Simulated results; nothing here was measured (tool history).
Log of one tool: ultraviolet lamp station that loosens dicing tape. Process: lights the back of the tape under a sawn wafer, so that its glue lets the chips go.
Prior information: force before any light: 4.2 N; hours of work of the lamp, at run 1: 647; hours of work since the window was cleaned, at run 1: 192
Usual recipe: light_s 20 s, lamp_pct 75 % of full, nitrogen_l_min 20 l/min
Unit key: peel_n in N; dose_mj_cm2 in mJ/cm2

run	hour	light_s	lamp_pct	nitrogen_l_min	hours of work of the lamp	hours of work since the window was cleaned	peel_n	dose_mj_cm2
1	0	20	75	20	647	192	0.358	370
2	22.3	22	75	20	662	207	0.313	407
3	43.1	22	75	20	675	220	0.305	402
4	74.3	22	75	20	696	241	0.312	395
5	106.6	20	75	20	717	262	0.372	353
6	134.2	20	75	18	735	280	0.379	352
7	160	20	75	18	752	297	0.399	346
8	191.6	20	68	20	772	317	0.444	315
9	220	20	68	20	791	336	0.443	310
10	239.3	20	68	20	804	349	0.458	307
11	256.8	20	75	20	815	360	0.4	340
12	277.5	31	75	20	829	374	0.239	513
13	298.9	31	75	20	843	388	0.235	514
14	328.1	31	75	20	862	407	0.25	513
15	352.8	38	74	20	878	423	0.213	606
# hour 374.3: window cleaned of glue's vapour
16	382.6	26	76	20	897	5	0.245	478
17	422.5	29	66	9	924	32	0.37	462
18	450.1	22	85	9	942	50	0.374	443
19	478.8	20	75	9	960	68	0.552	355
20	506.4	20	75	9	979	87	0.579	357
21	528.6	10	90	9	993	101	1.141	210

Forecast each of these 3 alternatives for the next run:
A	564.5	26	97	10	1017	125	?	?
B	564.5	13	90	9	1017	125	?	?
C	564.5	27	60	18	1017	125	?	?

run	peel_n	dose_mj_cm2
A	0.262	574
B	0.816	267
C	0.369	367
Without the tool's hidden state the same runs would have given:
run	peel_n	dose_mj_cm2
A	0.214	758
B	0.538	353
C	0.263	485
